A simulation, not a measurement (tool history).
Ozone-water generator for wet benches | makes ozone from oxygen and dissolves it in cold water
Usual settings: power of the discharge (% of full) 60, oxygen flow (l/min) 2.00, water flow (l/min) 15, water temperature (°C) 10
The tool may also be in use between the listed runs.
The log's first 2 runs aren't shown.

| run | hour | power of the discharge (% of full) | oxygen flow (l/min) | water flow (l/min) | water temperature (°C) | hours of work since the electrodes were changed | hours of work since the contactor was cleaned | hours of work since the thermometer was calibrated | dissolved ozone (ppm) | ozone in the gas ahead of the water (g/m3) |
|---|---|---|---|---|---|---|---|---|---|---|
| 3 | 249.5 | 60 | 2.00 | 15 | 15 | 4667 | 2171 | 2539 | 9.5 | 133.4 |
| 4 | 433.6 | 60 | 2.00 | 15 | 7 | 4810 | 2314 | 2682 | 10.3 | 131.6 |
| 5 | 629.9 | 60 | 2.00 | 15 | 7 | 4963 | 2466 | 2834 | 9.9 | 131.9 |
| 6 | 797.1 | 60 | 2.00 | 15 | 7 | 5092 | 2596 | 2964 | 9.9 | 130.5 |
|  | 914.5 | contactor cleaned |
| 7 | 922.5 | 60 | 1.34 | 15 | 10 | 5187 | 6 | 3058 | 8.5 | 149.9 |
| 8 | 1113.2 | 60 | 2.00 | 15 | 10 | 5335 | 154 | 3207 | 9.9 | 129.3 |
| 9 | 1321.2 | 60 | 2.00 | 15 | 10 | 5496 | 316 | 3368 | 10.0 | 130.6 |
| 10 | 1485.1 | 76 | 2.00 | 15 | 10 | 5623 | 443 | 3495 | 11.4 | 153.5 |
| 11 | 1653.4 | 76 | 2.00 | 15 | 10 | 5754 | 574 | 3626 | 11.5 | 151.0 |
| 12 | 1773.5 | 76 | 2.00 | 15 | 10 | 5847 | 667 | 3719 | 11.4 | 151.5 |
| 13 | 1926.6 | 60 | 2.00 | 15 | 10 | 5966 | 786 | 3838 | 9.6 | 125.7 |
|  | 1938.8 | water thermometer calibrated |
| 14 | 2120.3 | 60 | 1.59 | 15 | 10 | 6116 | 936 | 141 | 8.5 | 137.1 |
| 15 | 2285.5 | 60 | 1.59 | 15 | 10 | 6244 | 1064 | 269 | 8.8 | 136.2 |
| 16 | 2449.7 | 60 | 2.00 | 15 | 15 | 6372 | 1192 | 397 | 9.1 | 126.4 |
| 17 | 2566.9 | 60 | 2.00 | 15 | 15 | 6463 | 1282 | 488 | 8.8 | 124.1 |
| 18 | 2661.3 | 60 | 2.00 | 15 | 17 | 6536 | 1356 | 561 | 8.9 | 124.6 |
| 19 | 2758.8 | 60 | 2.00 | 15 | 17 | 6612 | 1431 | 637 | 9.0 | 124.2 |
| 20 | 2859.5 | 68 | 1.17 | 22 | 6 | 6690 | 1510 | 715 | 4.9 | 162.4 |
| 21 | 2985.1 | 93 | 2.00 | 15 | 10 | 6788 | 1607 | 812 | 12.6 | 166.2 |
|  | 3205.1 | water thermometer calibrated, once more |
| 22 | 3205.1 | 60 | 2.00 | 15 | 18 | 6958 | 1778 | 0 | 8.7 | 123.4 |
| 23 | 3316.1 | 60 | 3.53 | 15 | 6 | 7044 | 1864 | 86 | 12.0 | 100.2 |
| 24 | 3485.6 | 60 | 3.53 | 15 | 6 | 7176 | 1995 | 218 | 12.1 | 100.1 |
| 25 | 3647.2 | 85 | 2.46 | 15 | 16 | 7301 | 2121 | 343 | 11.9 | 143.9 |
| 26 | 3791.6 | 85 | 2.46 | 15 | 16 | 7413 | 2233 | 455 | 12.0 | 143.8 |
| 27 | 4002.7 | 85 | 2.46 | 17 | 11 | 7577 | 2397 | 619 | 10.9 | 140.8 |

The next listed run, before its measurement:
| 28 | 4222.1 | 43 | 1.68 | 9 | 8 | 7748 | 2567 | 790 | ? | ? |

dissolved ozone (ppm): 11.6
ozone in the gas ahead of the water (g/m3): 102.4
Without the tool's hidden state the same run would have given dissolved ozone (ppm) 14.0, ozone in the gas ahead of the water (g/m3) 121.9.
